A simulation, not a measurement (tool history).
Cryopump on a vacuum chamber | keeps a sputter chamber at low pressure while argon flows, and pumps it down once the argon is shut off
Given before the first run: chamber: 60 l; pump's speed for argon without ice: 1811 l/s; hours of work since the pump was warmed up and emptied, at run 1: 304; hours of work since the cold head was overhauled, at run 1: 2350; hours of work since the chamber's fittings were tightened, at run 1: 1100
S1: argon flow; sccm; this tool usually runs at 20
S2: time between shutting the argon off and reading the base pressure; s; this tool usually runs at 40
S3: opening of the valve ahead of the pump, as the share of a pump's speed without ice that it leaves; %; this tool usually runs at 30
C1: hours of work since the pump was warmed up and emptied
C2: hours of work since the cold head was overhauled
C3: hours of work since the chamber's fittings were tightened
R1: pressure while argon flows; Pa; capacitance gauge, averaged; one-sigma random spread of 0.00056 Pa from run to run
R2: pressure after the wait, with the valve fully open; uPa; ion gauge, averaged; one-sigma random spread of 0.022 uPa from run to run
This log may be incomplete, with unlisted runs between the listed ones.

{"run": 1, "hour": 0.0, "S1": 20, "S2": 40, "S3": 30, "C1": 304, "C2": 2350, "C3": 1100, "R1": 0.064, "R2": 0.82}
{"run": 2, "hour": 111.2, "S1": 20, "S2": 40, "S3": 30, "C1": 391, "C2": 2436, "C3": 1187, "R1": 0.0651, "R2": 0.89}
{"run": 3, "hour": 192.9, "S1": 20, "S2": 40, "S3": 30, "C1": 454, "C2": 2500, "C3": 1250, "R1": 0.066, "R2": 0.87}
{"run": 4, "hour": 291.6, "S1": 20, "S2": 40, "S3": 30, "C1": 531, "C2": 2576, "C3": 1327, "R1": 0.067, "R2": 0.83}
{"run": 5, "hour": 350.1, "S1": 19, "S2": 40, "S3": 30, "C1": 576, "C2": 2622, "C3": 1372, "R1": 0.0628, "R2": 0.86}
{"hour": 423.7, "done": "pump warmed up, emptied and cooled again"}
{"run": 6, "hour": 435.4, "S1": 19, "S2": 106, "S3": 30, "C1": 9, "C2": 2684, "C3": 1435, "R1": 0.0595, "R2": 0.52}
{"run": 7, "hour": 509.9, "S1": 13, "S2": 40, "S3": 30, "C1": 67, "C2": 2742, "C3": 1493, "R1": 0.0407, "R2": 0.83}
{"run": 8, "hour": 636.8, "S1": 20, "S2": 40, "S3": 28, "C1": 166, "C2": 2841, "C3": 1591, "R1": 0.0678, "R2": 0.86}
{"run": 9, "hour": 721.7, "S1": 20, "S2": 40, "S3": 30, "C1": 232, "C2": 2907, "C3": 1657, "R1": 0.0635, "R2": 0.91}
{"run": 10, "hour": 809.9, "S1": 20, "S2": 40, "S3": 30, "C1": 300, "C2": 2975, "C3": 1726, "R1": 0.0649, "R2": 0.9}
{"run": 11, "hour": 936.1, "S1": 20, "S2": 40, "S3": 30, "C1": 398, "C2": 3073, "C3": 1824, "R1": 0.0654, "R2": 0.92}
{"run": 12, "hour": 1025.0, "S1": 20, "S2": 40, "S3": 30, "C1": 467, "C2": 3142, "C3": 1893, "R1": 0.0667, "R2": 0.95}
{"run": 13, "hour": 1147.2, "S1": 20, "S2": 130, "S3": 30, "C1": 562, "C2": 3237, "C3": 1988, "R1": 0.0675, "R2": 0.66}
{"hour": 1246.4, "done": "pump warmed up, emptied and cooled again"}
{"run": 14, "hour": 1255.6, "S1": 20, "S2": 130, "S3": 30, "C1": 7, "C2": 3318, "C3": 2068, "R1": 0.0627, "R2": 0.59}
{"run": 15, "hour": 1318.5, "S1": 20, "S2": 130, "S3": 30, "C1": 56, "C2": 3367, "C3": 2117, "R1": 0.0634, "R2": 0.6}
{"run": 16, "hour": 1449.0, "S1": 20, "S2": 40, "S3": 53, "C1": 157, "C2": 3468, "C3": 2219, "R1": 0.0368, "R2": 0.93}
{"run": 17, "hour": 1532.4, "S1": 32, "S2": 40, "S3": 30, "C1": 222, "C2": 3533, "C3": 2284, "R1": 0.1023, "R2": 0.93}
{"run": 18, "hour": 1638.5, "S1": 32, "S2": 40, "S3": 30, "C1": 305, "C2": 3615, "C3": 2366, "R1": 0.1037, "R2": 1.0}
{"run": 19, "hour": 1770.8, "S1": 17, "S2": 40, "S3": 24, "C1": 408, "C2": 3718, "C3": 2469, "R1": 0.0684, "R2": 1.0}
{"hour": 1779.6, "done": "leaking fittings of the chamber tightened, without venting"}
{"run": 20, "hour": 1871.3, "S1": 17, "S2": 63, "S3": 24, "C1": 484, "C2": 3795, "C3": 71, "R1": 0.0682, "R2": 0.5}
{"run": 21, "hour": 1938.7, "S1": 17, "S2": 63, "S3": 24, "C1": 537, "C2": 3847, "C3": 124, "R1": 0.0695, "R2": 0.5}
{"run": 22, "hour": 2026.1, "S1": 17, "S2": 88, "S3": 26, "C1": 604, "C2": 3915, "C3": 192, "R1": 0.0642, "R2": 0.48}
{"hour": 2074.4, "done": "pump warmed up, emptied and cooled again"}
{"run": 23, "hour": 2098.4, "S1": 20, "S2": 66, "S3": 20, "C1": 19, "C2": 3967, "C3": 244, "R1": 0.0944, "R2": 0.45}
{"run": 24, "hour": 2196.0, "S1": 16, "S2": 39, "S3": 30, "C1": 95, "C2": 4043, "C3": 320, "R1": 0.0514, "R2": 0.7}
{"run": 25, "hour": 2265.2, "S1": 20, "S2": 130, "S3": 30, "C1": 148, "C2": 4097, "C3": 374, "R1": 0.0636, "R2": 0.37}
{"run": 26, "hour": 2324.0, "S1": 20, "S2": 130, "S3": 30, "C1": 194, "C2": 4143, "C3": 419, "R1": 0.0642, "R2": 0.37}
{"run": 27, "hour": 2430.1, "S1": 19, "S2": 40, "S3": 40, "C1": 276, "C2": 4225, "C3": 502, "R1": 0.0463, "R2": 0.67}
{"run": 28, "hour": 2494.5, "S1": 8, "S2": 53, "S3": 16, "C1": 327, "C2": 4275, "C3": 552, "R1": 0.0471, "R2": 0.63}
{"run": 29, "hour": 2562.8, "S1": 14, "S2": 82, "S3": 52, "C1": 380, "C2": 4328, "C3": 605, "R1": 0.0277, "R2": 0.49}
{"run": 30, "hour": 2648.9, "S1": 31, "S2": 82, "S3": 52, "C1": 447, "C2": 4395, "C3": 672, "R1": 0.0599, "R2": 0.54}
{"run": 31, "hour": 2712.8, "S1": 32, "S2": 82, "S3": 22, "C1": 496, "C2": 4445, "C3": 721, "R1": 0.1399, "R2": 0.52}
{"run": 32, "hour": 2780.9, "S1": 18, "S2": 32, "S3": 37, "C1": 549, "C2": 4498, "C3": 774, "R1": 0.0494, "R2": 0.86}
{"run": 33, "hour": 2868.0, "S1": 31, "S2": 40, "S3": 30, "C1": 617, "C2": 4566, "C3": 842, "R1": 0.1033, "R2": 0.76}

4 options for the next run, each taken on its own from the tool as it stands now. Forecast them:
{"hour": 2892.9, "done": "pump warmed up, emptied and cooled again"}
{"run": "A", "hour": 2964.9, "S1": 11, "S2": 44, "S3": 29, "C1": 56, "C2": 4637, "C3": 913, "R1": "?", "R2": "?"}
{"hour": 2892.9, "done": "pump warmed up, emptied and cooled again"}
{"run": "B", "hour": 2964.9, "S1": 31, "S2": 136, "S3": 38, "C1": 56, "C2": 4637, "C3": 913, "R1": "?", "R2": "?"}
{"hour": 2892.9, "done": "pump warmed up, emptied and cooled again"}
{"run": "C", "hour": 2964.9, "S1": 27, "S2": 40, "S3": 30, "C1": 56, "C2": 4637, "C3": 913, "R1": "?", "R2": "?"}
{"hour": 2892.9, "done": "pump warmed up, emptied and cooled again"}
{"run": "D", "hour": 2964.9, "S1": 22, "S2": 117, "S3": 16, "C1": 56, "C2": 4637, "C3": 913, "R1": "?", "R2": "?"}

run=A R1=0.0355 R2=0.68
run=B R1=0.0781 R2=0.44
run=C R1=0.0867 R2=0.76
run=D R1=0.1304 R2=0.48
Take away the tool's hidden state, keep each run's random variation, and the runs would have read:
run=A R1=0.0347 R2=0.53
run=B R1=0.0759 R2=0.30
run=C R1=0.0848 R2=0.61
run=D R1=0.1288 R2=0.33
